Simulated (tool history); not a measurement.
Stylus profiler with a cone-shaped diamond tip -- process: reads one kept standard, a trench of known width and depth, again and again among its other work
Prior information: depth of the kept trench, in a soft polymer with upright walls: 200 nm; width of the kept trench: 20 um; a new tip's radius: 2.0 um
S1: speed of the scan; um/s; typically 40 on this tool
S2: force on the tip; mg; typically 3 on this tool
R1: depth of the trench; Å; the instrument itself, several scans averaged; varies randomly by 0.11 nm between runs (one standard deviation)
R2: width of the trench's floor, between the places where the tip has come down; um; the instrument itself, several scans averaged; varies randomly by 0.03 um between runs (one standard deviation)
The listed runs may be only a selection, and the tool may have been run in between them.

Run 1, day 0: usual settings. Result: R1 2036.2 Å, R2 18.04 um.
Run 2, day 3.012: usual settings but S1 72 um/s. Result: R1 2035.6 Å, R2 17.88 um.
Run 3, day 6.9: usual settings but S1 72 um/s. Result: R1 2035.8 Å, R2 17.93 um.
Run 4, day 9.329: usual settings but S1 72 um/s. Result: R1 2034.8 Å, R2 17.95 um.
Run 5, day 11.267: usual settings but S1 72 um/s. Result: R1 2034.3 Å, R2 17.87 um.
Run 6, day 13.567: usual settings but S1 72 um/s, S2 2.3 mg. Result: R1 2030.7 Å, R2 17.8 um.
Run 7, day 16.138: usual settings but S1 72 um/s, S2 2.3 mg. Result: R1 2028.2 Å, R2 17.83 um.
Run 8, day 19.817: usual settings. Result: R1 2035.2 Å, R2 18.04 um.
Run 9, day 21.908: usual settings. Result: R1 2036.2 Å, R2 18.05 um.
Run 10, day 25.579: usual settings. Result: R1 2034.4 Å, R2 18.1 um.
Run 11, day 27.254: usual settings. Result: R1 2034.3 Å, R2 18.08 um.
Run 12, day 31.083: usual settings but S1 95 um/s. Result: R1 2035.5 Å, R2 17.76 um.
Run 13, day 34.033: usual settings but S1 95 um/s. Result: R1 2032 Å, R2 17.82 um.
Run 14, day 37.808: usual settings but S1 14 um/s. Result: R1 2034.6 Å, R2 18.2 um.
Run 15, day 40.404: usual settings. Result: R1 2035.6 Å, R2 18.01 um.
Run 16, day 43.662: usual settings but S1 13 um/s. Result: R1 2034.4 Å, R2 18.17 um.
Run 17, day 46.438: usual settings but S1 13 um/s. Result: R1 2035.8 Å, R2 18.18 um.
Run 18, day 48.929: usual settings but S1 13 um/s. Result: R1 2036 Å, R2 18.21 um.
Run 19, day 52.05: usual settings but S2 2.39 mg. Result: R1 2032.1 Å, R2 18.03 um.
Run 20, day 56.021: usual settings but S1 30 um/s, S2 1.97 mg. Result: R1 2026.3 Å, R2 18.01 um.
Run 21, day 58.088: usual settings but S1 66 um/s, S2 3.27 mg. Result: R1 2038.5 Å, R2 17.95 um.
Run 22, day 61.171: usual settings but S1 12 um/s, S2 1.43 mg. Result: R1 2024.7 Å, R2 18.11 um.
Run 23, day 63.542: usual settings but S1 12 um/s, S2 1.43 mg. Result: R1 2022.3 Å, R2 18.12 um.
Run 24, day 65.617: usual settings but S1 12 um/s, S2 1.43 mg. Result: R1 2022.3 Å, R2 18.13 um.
Run 25, day 67.517: usual settings but S1 12 um/s, S2 1.43 mg. Result: R1 2020.4 Å, R2 18.12 um.
At day 69.725: new tip fitted, height scale calibrated.
Run 26, day 69.771: usual settings but S1 16 um/s, S2 2.75 mg. Result: R1 2033.9 Å, R2 18.16 um.
Run 27, day 72.708: usual settings but S1 16 um/s, S2 2.75 mg. Result: R1 2033.4 Å, R2 18.17 um.
Run 28, day 75.588: usual settings but S1 16 um/s, S2 2.75 mg. Result: R1 2034.1 Å, R2 18.21 um.
Run 29, day 77.271: usual settings but S1 16 um/s, S2 2.75 mg. Result: R1 2032.6 Å, R2 18.18 um.
Run 30, day 79.521: usual settings but S1 19 um/s, S2 2 mg. Result: R1 2025.2 Å, R2 18.12 um.
Run 31, day 82.879: usual settings but S1 19 um/s, S2 2 mg. Result: R1 2025.9 Å, R2 18.15 um.
Run 32, day 85.15: usual settings but S1 24 um/s, S2 2.12 mg. Result: R1 2027 Å, R2 18.11 um.
Run 33, day 88.471: usual settings but S1 24 um/s, S2 2.12 mg. Result: R1 2027 Å, R2 18.15 um.
Run 34, day 91.671: usual settings but S1 45 um/s, S2 1.66 mg. Result: R1 2026.7 Å, R2 17.97 um.
Run 35, day 94.008: usual settings but S1 11 um/s, S2 1.9 mg. Result: R1 2025.4 Å, R2 18.16 um.
Run 36, day 97.312: usual settings but S1 35 um/s, S2 3.85 mg. Result: R1 2043.2 Å, R2 18.2 um.
Run 37, day 99.712: usual settings but S1 79 um/s, S2 3.85 mg. Result: R1 2040 Å, R2 17.88 um.
Run 38, day 102.975: usual settings but S1 17 um/s. Result: R1 2035.5 Å, R2 18.16 um.

Pick out some run-to-run changes in R2. Of each, how much would a tool without hidden state show as well, from the settings, what came in and chance, and how much is left for the hidden state and any gauge scatter not in both results compared?
What the log doesn't record here: radius of the tip, um; height scale over the true one, %; drift of the gauge itself on depth_nm, %; drift of the gauge itself on floor_um, %.
Run 1 -> 2: S1 40 -> 72. R2 -0.16 um: hidden state -0.01, all else -0.15.
Run 3 -> 4: no setting changed, nothing entered. R2 +0.02 um: hidden state +0.01, all else +0.01.
Run 11 -> 12: S1 40 -> 95. R2 -0.32 um: hidden state +0, all else -0.32.
Run 13 -> 14: S1 95 -> 14. R2 +0.38 um: hidden state +0, all else +0.38.
Run 25 -> 26: S1 12 -> 16, S2 1.43 -> 2.75, new tip fitted, height scale calibrated. R2 +0.04 um: hidden state +0.03, all else +0.01.
Run 36 -> 37: S1 35 -> 79. R2 -0.32 um: hidden state -0.01, all else -0.31.

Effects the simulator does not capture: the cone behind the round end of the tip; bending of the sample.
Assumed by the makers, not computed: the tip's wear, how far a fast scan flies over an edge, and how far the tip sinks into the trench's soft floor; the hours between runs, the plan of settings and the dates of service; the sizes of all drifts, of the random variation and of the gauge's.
